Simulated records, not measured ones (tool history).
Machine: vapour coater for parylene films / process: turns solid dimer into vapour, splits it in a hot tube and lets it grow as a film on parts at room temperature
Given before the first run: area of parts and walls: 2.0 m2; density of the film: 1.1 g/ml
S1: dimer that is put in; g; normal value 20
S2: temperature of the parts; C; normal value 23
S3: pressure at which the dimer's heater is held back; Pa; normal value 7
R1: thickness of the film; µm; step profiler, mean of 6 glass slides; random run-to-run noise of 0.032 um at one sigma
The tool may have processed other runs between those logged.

Run 1, day 0: usual settings. Result: R1 3.93 µm.
Run 2, day 0.642: usual settings but S3 4.07 Pa. Result: R1 4.06 µm.
Run 3, day 1.408: usual settings but S3 4.07 Pa. Result: R1 4.03 µm.
Run 4, day 2.233: usual settings but S3 4.07 Pa. Result: R1 3.99 µm.
Run 5, day 3.425: usual settings but S3 4.07 Pa. Result: R1 3.98 µm.
Run 6, day 3.992: usual settings. Result: R1 3.88 µm.
Run 7, day 4.571: usual settings. Result: R1 3.82 µm.
Run 8, day 5.329: usual settings. Result: R1 3.86 µm.
At day 5.962: trap's valve overhauled.
Run 9, day 6.688: usual settings but S1 17 g. Result: R1 3.49 µm.
Run 10, day 7.642: usual settings. Result: R1 4.09 µm.
Run 11, day 8.662: usual settings. Result: R1 4.06 µm.
Run 12, day 9.55: usual settings. Result: R1 4.06 µm.
Run 13, day 10.654: usual settings. Result: R1 4.06 µm.
Run 14, day 11.312: usual settings. Result: R1 4.01 µm.
Run 15, day 12.062: usual settings but S1 31 g, S2 17 C, S3 3.77 Pa. Result: R1 8.29 µm.
Run 16, day 12.808: usual settings but S1 33 g, S2 17 C, S3 3.77 Pa. Result: R1 8.74 µm.
Run 17, day 13.479: usual settings but S1 32 g, S3 10.2 Pa. Result: R1 6.19 µm.
Run 18, day 14.45: usual settings but S1 10 g, S3 2.42 Pa. Result: R1 2.09 µm.
Run 19, day 15.383: usual settings but S2 18 C, S3 8.1 Pa. Result: R1 4.86 µm.
Run 20, day 16.546: usual settings but S1 16 g, S3 2.17 Pa. Result: R1 3.34 µm.
Run 21, day 17.483: usual settings but S1 9 g, S3 9.51 Pa. Result: R1 1.73 µm.
Run 22, day 18.325: usual settings but S1 9 g, S3 9.51 Pa. Result: R1 1.69 µm.
Run 23, day 19.371: usual settings but S3 4.12 Pa. Result: R1 3.99 µm.
Run 24, day 20.258: usual settings but S1 22 g, S3 4.12 Pa. Result: R1 4.4 µm.
Run 25, day 21.075: usual settings but S1 22 g, S3 4.12 Pa. Result: R1 4.33 µm.
Run 26, day 21.75: usual settings but S1 22 g, S3 4.12 Pa. Result: R1 4.29 µm.
Run 27, day 22.496: usual settings but S1 19 g, S2 26 C. Result: R1 3.13 µm.
Run 28, day 23.629: usual settings but S1 10 g, S2 26 C, S3 11.72 Pa. Result: R1 1.59 µm.

Measured minus without-hidden-state, run by run (identical run-to-run variation in each term; gauge scatter may differ):
Hidden state at play: vapour lost through the trap's worn valve, %; true temperature of the parts over the reading, C; drift of the gauge itself on film_um, %.
run     R1
  1  -0.33
  2  -0.35
  3  -0.37
  4  -0.39
  5  -0.43
  6  -0.43
  7  -0.43
  8  -0.46
  9  -0.11
 10  -0.15
 11  -0.18
 12  -0.19
 13  -0.22
 14  -0.24
 15  -0.52
 16   -0.6
 17  -0.45
 18  -0.17
 19  -0.41
 20  -0.31
 21  -0.17
 22  -0.18
 23  -0.45
 24  -0.52
 25  -0.54
 26  -0.55
 27  -0.42
 28  -0.23

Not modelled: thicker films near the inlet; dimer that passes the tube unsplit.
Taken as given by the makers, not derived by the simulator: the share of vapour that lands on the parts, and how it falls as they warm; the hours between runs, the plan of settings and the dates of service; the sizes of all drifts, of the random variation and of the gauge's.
